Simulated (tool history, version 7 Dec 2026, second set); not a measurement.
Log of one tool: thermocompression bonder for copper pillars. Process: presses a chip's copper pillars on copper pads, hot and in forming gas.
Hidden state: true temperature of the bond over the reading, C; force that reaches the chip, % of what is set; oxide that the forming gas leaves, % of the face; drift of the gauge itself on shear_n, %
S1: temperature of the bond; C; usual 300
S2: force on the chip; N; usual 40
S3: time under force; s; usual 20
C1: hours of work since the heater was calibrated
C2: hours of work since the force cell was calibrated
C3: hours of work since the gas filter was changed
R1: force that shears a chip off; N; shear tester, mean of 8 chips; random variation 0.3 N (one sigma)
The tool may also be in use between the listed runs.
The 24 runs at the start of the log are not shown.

run,day,S1,S2,S3,C1,C2,C3,R1
# day 6.592: forming gas filter changed
25,6.829,300,59,31,83,69,3,80.5
26,7.175,300,59,31,87,73,7,80.7
27,7.383,309,46,49,89,75,9,81.2
28,7.721,318,27,32,93,79,13,60.9
29,8.012,318,27,32,97,82,17,60.6
30,8.379,328,47,22,101,87,21,79.7
31,8.558,300,32,42,103,89,23,61.3
32,8.746,278,32,25,105,91,25,40.2
33,9.092,285,39,23,109,95,29,50.9
34,9.258,285,39,23,111,97,31,50.7
35,9.546,289,40,20,114,100,34,52.2
36,9.817,315,58,17,118,104,38,76.6
37,10.104,315,58,17,121,107,41,75.9
38,10.417,303,49,49,125,111,45,77.9
39,10.762,303,49,49,129,115,49,76.8

4 ways to go on from here, each from the tool as it stands after run 39. What would each give?
A,11.025,305,52,49,132,118,52,?
B,11.025,299,50,44,132,118,52,?
C,11.025,303,37,49,132,118,52,?
D,11.025,303,59,49,132,118,52,?

run,R1
A,79.2
B,75.2
C,68.6
D,80.0
Without the tool's unlogged condition, the same runs would have read:
run,R1
A,84.1
B,79.9
C,72.8
D,85.0

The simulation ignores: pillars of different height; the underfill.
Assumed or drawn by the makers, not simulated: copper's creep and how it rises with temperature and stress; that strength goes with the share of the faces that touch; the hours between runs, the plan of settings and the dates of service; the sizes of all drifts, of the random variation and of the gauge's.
